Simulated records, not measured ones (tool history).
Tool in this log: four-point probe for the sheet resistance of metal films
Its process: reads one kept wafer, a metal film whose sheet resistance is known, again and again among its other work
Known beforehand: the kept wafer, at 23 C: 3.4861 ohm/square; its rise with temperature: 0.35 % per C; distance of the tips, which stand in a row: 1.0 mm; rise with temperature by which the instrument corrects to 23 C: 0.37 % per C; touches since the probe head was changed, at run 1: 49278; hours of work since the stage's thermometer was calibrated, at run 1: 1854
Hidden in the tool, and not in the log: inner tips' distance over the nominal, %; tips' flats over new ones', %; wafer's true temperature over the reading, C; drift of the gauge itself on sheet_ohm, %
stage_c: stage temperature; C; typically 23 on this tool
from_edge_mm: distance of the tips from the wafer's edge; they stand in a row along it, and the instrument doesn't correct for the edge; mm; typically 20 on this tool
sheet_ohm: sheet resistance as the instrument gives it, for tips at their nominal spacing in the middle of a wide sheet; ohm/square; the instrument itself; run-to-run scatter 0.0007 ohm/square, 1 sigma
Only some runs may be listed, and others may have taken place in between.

run,hour,stage_c,from_edge_mm,touches since the probe head was changed,hours of work since the stage's thermometer was calibrated,sheet_ohm
1,0,23,20,49278,1854,3.487539
2,61.3,23,20,51996,1884,3.486638
3,186.6,23,10,57555,1946,3.504365
4,252.4,23,19,60472,1979,3.491761
5,305.2,23,19,62813,2005,3.492617
6,412.4,23,19,67566,2058,3.493984
7,499.5,23,19,71432,2101,3.497793
8,616,23,19,76598,2159,3.497968
# hour 707.4: stage's thermometer calibrated
9,738.8,23,19,82023,16,3.504129
10,852.1,23,9,87044,72,3.524281
11,974.5,23,5,92474,132,3.577531
12,1086.6,23,48,97444,188,3.506635
13,1154.7,23,48,100464,221,3.506867
14,1232.3,23,48,103905,260,3.507713
15,1343.7,23,48,108847,315,3.510181
# hour 1352.7: stage's thermometer calibrated, once more
16,1434,23,20,112828,40,3.50261
17,1508.4,23,20,116131,77,3.505431
18,1620,23,20,121079,132,3.507051
19,1723.5,23,20,125669,184,3.507906
20,1794.4,26,20,128815,219,3.506411
21,1875.8,26,20,132424,259,3.508577
22,1980.6,26,20,137069,311,3.509117
23,2079.6,26,41,141462,360,3.509753
24,2208.3,21,8,147170,423,3.54348
25,2310.7,21,8,151711,474,3.544924
# hour 2354.3: new probe head fitted
26,2410.2,21,41,2480,523,3.477203
27,2523.4,21,27,7498,579,3.480084
28,2599.7,32,21,10886,617,3.473838
29,2708.1,34,18,15691,670,3.474746
30,2797.9,34,18,19675,715,3.476242
31,2868.7,19,51,22812,750,3.486191
32,2931.1,31,21,25581,781,3.479963
33,3049,35,12,30807,839,3.486593
34,3116.4,35,12,33798,872,3.489244
35,3223.8,35,12,38562,925,3.489077
36,3283.5,35,5,41208,955,3.550474
37,3367.1,35,5,44916,996,3.552654
38,3449.9,35,5,48590,1037,3.554538
39,3523.9,20,57,51872,1074,3.49691
40,3583.9,20,57,54530,1104,3.498905
41,3708.6,20,57,60063,1165,3.499932
42,3818.6,25,69,64939,1220,3.495755
43,3908.2,25,69,68915,1264,3.498117
44,3992.3,33,6,72644,1306,3.543146
45,4075.8,30,4,76348,1347,3.610408

Predict each of these 3 candidate next runs independently; none follows another, all start after run 45:
A,4182,26,4,81055,1400,?
B,4182,33,20,81055,1400,?
C,4182,22,8,81055,1400,?

run,sheet_ohm
A,3.615435
B,3.499958
C,3.535917
Take away the tool's hidden state, keep each run's random variation, and the runs would have read:
run,sheet_ohm
A,3.596196
B,3.481374
C,3.517025
